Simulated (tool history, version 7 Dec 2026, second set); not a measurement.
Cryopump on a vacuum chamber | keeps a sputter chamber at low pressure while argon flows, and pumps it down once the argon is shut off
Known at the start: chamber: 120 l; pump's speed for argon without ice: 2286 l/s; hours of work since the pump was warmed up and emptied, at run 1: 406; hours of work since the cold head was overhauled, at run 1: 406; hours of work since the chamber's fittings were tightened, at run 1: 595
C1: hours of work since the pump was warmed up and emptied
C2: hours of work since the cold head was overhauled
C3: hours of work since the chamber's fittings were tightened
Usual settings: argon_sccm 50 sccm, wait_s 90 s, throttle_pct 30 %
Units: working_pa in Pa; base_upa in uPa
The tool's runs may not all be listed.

Run 1, hour 0: usual settings; C1 406; C2 406; C3 595. Result: working_pa 0.1269 Pa, base_upa 0.88 uPa.
Run 2, hour 11.3: usual settings; C1 413; C2 413; C3 602. Result: working_pa 0.1272 Pa, base_upa 0.9 uPa.
Run 3, hour 28.5: usual settings but wait_s 142 s; C1 424; C2 424; C3 613. Result: working_pa 0.1275 Pa, base_upa 0.82 uPa.
Run 4, hour 45.9: usual settings but wait_s 142 s; C1 435; C2 435; C3 624. Result: working_pa 0.128 Pa, base_upa 0.8 uPa.
Run 5, hour 61.6: usual settings; C1 444; C2 444; C3 633. Result: working_pa 0.1288 Pa, base_upa 0.91 uPa.
Run 6, hour 80.9: usual settings; C1 457; C2 457; C3 646. Result: working_pa 0.1285 Pa, base_upa 0.93 uPa.
Run 7, hour 95.8: usual settings but wait_s 25 s; C1 466; C2 466; C3 655. Result: working_pa 0.1294 Pa, base_upa 1.28 uPa.
Run 8, hour 113.7: usual settings but argon_sccm 36 sccm, throttle_pct 49 %; C1 477; C2 477; C3 666. Result: working_pa 0.058 Pa, base_upa 0.95 uPa.
Run 9, hour 127.4: usual settings but wait_s 22 s, throttle_pct 45 %; C1 486; C2 486; C3 675. Result: working_pa 0.0874 Pa, base_upa 1.43 uPa.
Run 10, hour 144.4: usual settings but argon_sccm 33 sccm, wait_s 30 s, throttle_pct 27 %; C1 496; C2 496; C3 686. Result: working_pa 0.094 Pa, base_upa 1.29 uPa.
Run 11, hour 154.5: usual settings but argon_sccm 33 sccm, wait_s 30 s, throttle_pct 27 %; C1 503; C2 503; C3 692. Result: working_pa 0.0938 Pa, base_upa 1.24 uPa.
Run 12, hour 172: usual settings but argon_sccm 33 sccm, wait_s 30 s, throttle_pct 27 %; C1 514; C2 514; C3 703. Result: working_pa 0.0935 Pa, base_upa 1.25 uPa.
Run 13, hour 190.7: usual settings but argon_sccm 44 sccm, wait_s 28 s, throttle_pct 24 %; C1 526; C2 526; C3 715. Result: working_pa 0.1417 Pa, base_upa 1.27 uPa.

Measured less the same run without the tool's hidden state. The same run-to-run variation is in both; the gauge's scatter may not be:
The hidden state here: pump's speed, % of a pump's without ice; cold plate's temperature, K; leak into the chamber, uPa l/s; drift of the gauge itself on working_pa, %; drift of the gauge itself on base_upa, %.
run  working_pa  base_upa
  1     +0.0045     +0.58
  2     +0.0047     +0.59
  3     +0.0047      +0.6
  4     +0.0049      +0.6
  5      +0.005     +0.63
  6     +0.0052     +0.63
  7     +0.0052     +0.64
  8     +0.0038     +0.66
  9     +0.0055     +0.67
 10     +0.0037     +0.69
 11     +0.0038     +0.68
 12     +0.0038     +0.69
 13     +0.0053     +0.69

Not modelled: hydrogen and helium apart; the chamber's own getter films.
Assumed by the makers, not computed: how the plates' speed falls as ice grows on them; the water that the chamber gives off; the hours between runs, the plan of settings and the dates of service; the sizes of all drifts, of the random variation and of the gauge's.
